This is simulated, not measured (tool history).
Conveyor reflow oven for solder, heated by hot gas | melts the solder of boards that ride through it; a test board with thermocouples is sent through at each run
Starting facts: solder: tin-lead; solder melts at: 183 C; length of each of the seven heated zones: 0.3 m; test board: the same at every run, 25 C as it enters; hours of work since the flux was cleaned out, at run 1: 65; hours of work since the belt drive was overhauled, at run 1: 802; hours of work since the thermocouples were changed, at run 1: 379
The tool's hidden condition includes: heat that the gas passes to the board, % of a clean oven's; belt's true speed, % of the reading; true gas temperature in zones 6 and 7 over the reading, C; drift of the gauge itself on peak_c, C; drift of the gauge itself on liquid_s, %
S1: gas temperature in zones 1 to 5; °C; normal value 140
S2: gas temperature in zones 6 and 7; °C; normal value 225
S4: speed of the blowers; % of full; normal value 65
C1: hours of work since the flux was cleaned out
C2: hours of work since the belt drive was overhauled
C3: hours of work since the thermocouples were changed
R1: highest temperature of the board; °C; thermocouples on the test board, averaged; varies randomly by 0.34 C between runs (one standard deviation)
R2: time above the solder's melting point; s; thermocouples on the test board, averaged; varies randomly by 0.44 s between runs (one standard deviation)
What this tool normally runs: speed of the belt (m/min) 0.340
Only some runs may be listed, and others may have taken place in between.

run 1 hour=0.0 | S1=140 S2=225 speed_of_the_belt_(m/min)=0.340 S4=65 | C1=65 C2=802 C3=379 | R1=212.4 R2=76.6
run 2 hour=41.7 | S1=140 S2=225 speed_of_the_belt_(m/min)=0.340 S4=65 | C1=91 C2=828 C3=405 | R1=212.3 R2=77.0
run 3 hour=93.4 | S1=140 S2=225 speed_of_the_belt_(m/min)=0.340 S4=65 | C1=124 C2=861 C3=438 | R1=211.7 R2=76.7
run 4 hour=140.7 | S1=140 S2=225 speed_of_the_belt_(m/min)=0.340 S4=65 | C1=154 C2=891 C3=468 | R1=211.6 R2=75.8
run 5 hour=180.5 | S1=140 S2=225 speed_of_the_belt_(m/min)=0.340 S4=68 | C1=179 C2=917 C3=493 | R1=212.3 R2=77.1
-- hour=250.8 flux residue cleaned out of gas plates and filters
run 6 hour=254.4 | S1=140 S2=225 speed_of_the_belt_(m/min)=0.340 S4=68 | C1=2 C2=960 C3=537 | R1=212.6 R2=77.5
run 7 hour=330.9 | S1=140 S2=225 speed_of_the_belt_(m/min)=0.340 S4=68 | C1=51 C2=1009 C3=586 | R1=212.8 R2=77.4
run 8 hour=401.6 | S1=140 S2=225 speed_of_the_belt_(m/min)=0.340 S4=65 | C1=96 C2=1054 C3=630 | R1=211.1 R2=77.3
run 9 hour=439.8 | S1=140 S2=225 speed_of_the_belt_(m/min)=0.340 S4=65 | C1=120 C2=1078 C3=655 | R1=211.1 R2=76.4
run 10 hour=478.3 | S1=140 S2=225 speed_of_the_belt_(m/min)=0.278 S4=65 | C1=144 C2=1102 C3=679 | R1=216.4 R2=101.7
-- hour=486.2 belt drive overhauled, speed set with a stopwatch
run 11 hour=532.4 | S1=140 S2=225 speed_of_the_belt_(m/min)=0.278 S4=65 | C1=176 C2=29 C3=711 | R1=215.6 R2=102.4
-- hour=603.5 flux residue cleaned out of gas plates and filters
run 12 hour=604.2 | S1=140 S2=225 speed_of_the_belt_(m/min)=0.340 S4=81 | C1=0 C2=72 C3=753 | R1=213.9 R2=81.2
run 13 hour=669.5 | S1=133 S2=225 speed_of_the_belt_(m/min)=0.340 S4=65 | C1=42 C2=113 C3=795 | R1=210.3 R2=72.2
run 14 hour=720.2 | S1=133 S2=225 speed_of_the_belt_(m/min)=0.340 S4=65 | C1=74 C2=145 C3=827 | R1=210.4 R2=72.6
run 15 hour=788.3 | S1=133 S2=231 speed_of_the_belt_(m/min)=0.329 S4=65 | C1=117 C2=189 C3=870 | R1=216.0 R2=82.4
run 16 hour=829.2 | S1=133 S2=231 speed_of_the_belt_(m/min)=0.292 S4=51 | C1=143 C2=214 C3=896 | R1=216.9 R2=94.7
-- hour=864.3 belt drive overhauled, speed set with a stopwatch, once more
run 17 hour=868.1 | S1=133 S2=231 speed_of_the_belt_(m/min)=0.292 S4=53 | C1=165 C2=2 C3=918 | R1=217.5 R2=92.3
run 18 hour=947.7 | S1=133 S2=231 speed_of_the_belt_(m/min)=0.292 S4=53 | C1=216 C2=53 C3=969 | R1=217.0 R2=91.5
-- hour=957.1 flux residue cleaned out of gas plates and filters
run 19 hour=1000.4 | S1=133 S2=231 speed_of_the_belt_(m/min)=0.292 S4=53 | C1=28 C2=83 C3=999 | R1=217.3 R2=93.7
run 20 hour=1049.9 | S1=133 S2=231 speed_of_the_belt_(m/min)=0.292 S4=53 | C1=59 C2=115 C3=1030 | R1=217.2 R2=92.7
run 21 hour=1094.7 | S1=131 S2=223 speed_of_the_belt_(m/min)=0.340 S4=65 | C1=87 C2=143 C3=1059 | R1=207.7 R2=65.7
run 22 hour=1173.9 | S1=149 S2=240 speed_of_the_belt_(m/min)=0.360 S4=79 | C1=138 C2=193 C3=1109 | R1=225.7 R2=88.6
run 23 hour=1210.7 | S1=140 S2=219 speed_of_the_belt_(m/min)=0.370 S4=71 | C1=161 C2=217 C3=1133 | R1=203.9 R2=59.0
run 24 hour=1274.2 | S1=140 S2=238 speed_of_the_belt_(m/min)=0.292 S4=55 | C1=201 C2=257 C3=1173 | R1=224.6 R2=103.0

Run 25, settings as shown, results not yet in. Your forecast:
-- hour=1308.8 flux residue cleaned out of gas plates and filters
run 25 hour=1324.7 | S1=140 S2=225 speed_of_the_belt_(m/min)=0.326 S4=73 | C1=10 C2=286 C3=1202 | R1=? R2=?

{"run 25": {"R1": 212.8, "R2": 82.2}}
Without the tool's hidden state the same run would have given R1 215.3 °C, R2 84.4 s.
